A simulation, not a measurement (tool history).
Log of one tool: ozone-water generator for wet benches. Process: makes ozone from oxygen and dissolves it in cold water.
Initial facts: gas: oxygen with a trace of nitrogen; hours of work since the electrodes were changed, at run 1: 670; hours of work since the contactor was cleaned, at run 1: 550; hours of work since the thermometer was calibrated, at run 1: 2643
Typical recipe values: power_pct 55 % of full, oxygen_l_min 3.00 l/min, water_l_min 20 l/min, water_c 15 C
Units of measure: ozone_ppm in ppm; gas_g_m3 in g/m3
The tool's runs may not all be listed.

run,hour,power_pct,oxygen_l_min,water_l_min,water_c,hours of work since the electrodes were changed,hours of work since the contactor was cleaned,hours of work since the thermometer was calibrated,ozone_ppm,gas_g_m3
1,0.0,55,3.00,20,15,670,550,2643,10.2,159.0
2,34.2,55,3.00,20,15,695,575,2668,10.1,156.7
3,61.6,55,3.56,20,15,715,595,2688,10.8,147.4
4,95.8,55,3.00,20,15,741,620,2713,10.3,155.6
5,120.1,55,3.00,20,15,758,638,2731,10.1,156.0
6,158.9,55,3.00,20,15,787,667,2760,9.8,156.0
7,194.5,86,3.00,20,15,813,693,2786,12.6,196.9
8,232.8,55,3.00,20,15,841,721,2814,10.1,156.0
9,262.9,55,3.00,20,15,864,743,2836,10.1,158.9
10,281.4,55,3.00,20,15,877,757,2850,10.2,156.5
11,316.5,55,3.00,20,7,903,783,2876,10.9,155.9
12,357.8,55,3.00,20,7,934,813,2906,10.7,156.3
13,391.7,55,3.00,20,7,959,838,2931,10.9,155.4
14,424.8,55,3.00,20,7,983,863,2956,10.8,156.2
15,461.3,55,3.00,20,15,1010,890,2983,9.9,155.8
16,488.9,55,1.55,20,15,1030,910,3003,7.6,196.8
17,512.4,55,1.55,20,15,1048,927,3020,7.6,198.6
18,536.2,55,4.94,16,15,1065,945,3038,13.5,129.1
19,554.1,44,2.16,14,9,1078,958,3051,11.6,157.4
20,578.9,55,3.00,20,7,1096,976,3069,10.8,154.2
21,599.4,55,3.00,20,7,1112,991,3084,10.6,156.7
22,624.9,55,3.61,20,9,1130,1010,3103,11.3,146.1
23,665.0,55,3.00,19,15,1160,1040,3133,10.4,155.9
24,701.9,96,1.74,22,9,1187,1067,3160,10.0,247.8
25,721.4,96,1.74,22,9,1202,1081,3174,9.8,250.0
26,758.5,54,3.00,29,12,1229,1109,3202,7.0,153.0
27,787.8,54,3.00,29,12,1250,1130,3223,7.1,154.4
28,827.1,54,2.15,13,12,1279,1159,3252,13.5,172.3
29,867.4,54,2.15,13,12,1309,1189,3282,13.1,174.5
30,900.0,72,1.69,30,14,1333,1213,3306,5.7,216.8

Consider 3 possible next runs. They are alternatives, not a sequence: every one starts from the tool as it was left by run 30. What does each give?
A,920.5,55,3.00,22,15,1348,1228,3321,?,?
B,920.5,90,3.00,20,15,1348,1228,3321,?,?
C,920.5,65,3.00,20,15,1348,1228,3321,?,?

run,ozone_ppm,gas_g_m3
A,9.2,154.0
B,12.5,196.8
C,10.6,168.1
Take away the tool's hidden state, keep each run's random variation, and the runs would have read:
run,ozone_ppm,gas_g_m3
A,9.7,159.1
B,13.4,205.2
C,11.3,174.1

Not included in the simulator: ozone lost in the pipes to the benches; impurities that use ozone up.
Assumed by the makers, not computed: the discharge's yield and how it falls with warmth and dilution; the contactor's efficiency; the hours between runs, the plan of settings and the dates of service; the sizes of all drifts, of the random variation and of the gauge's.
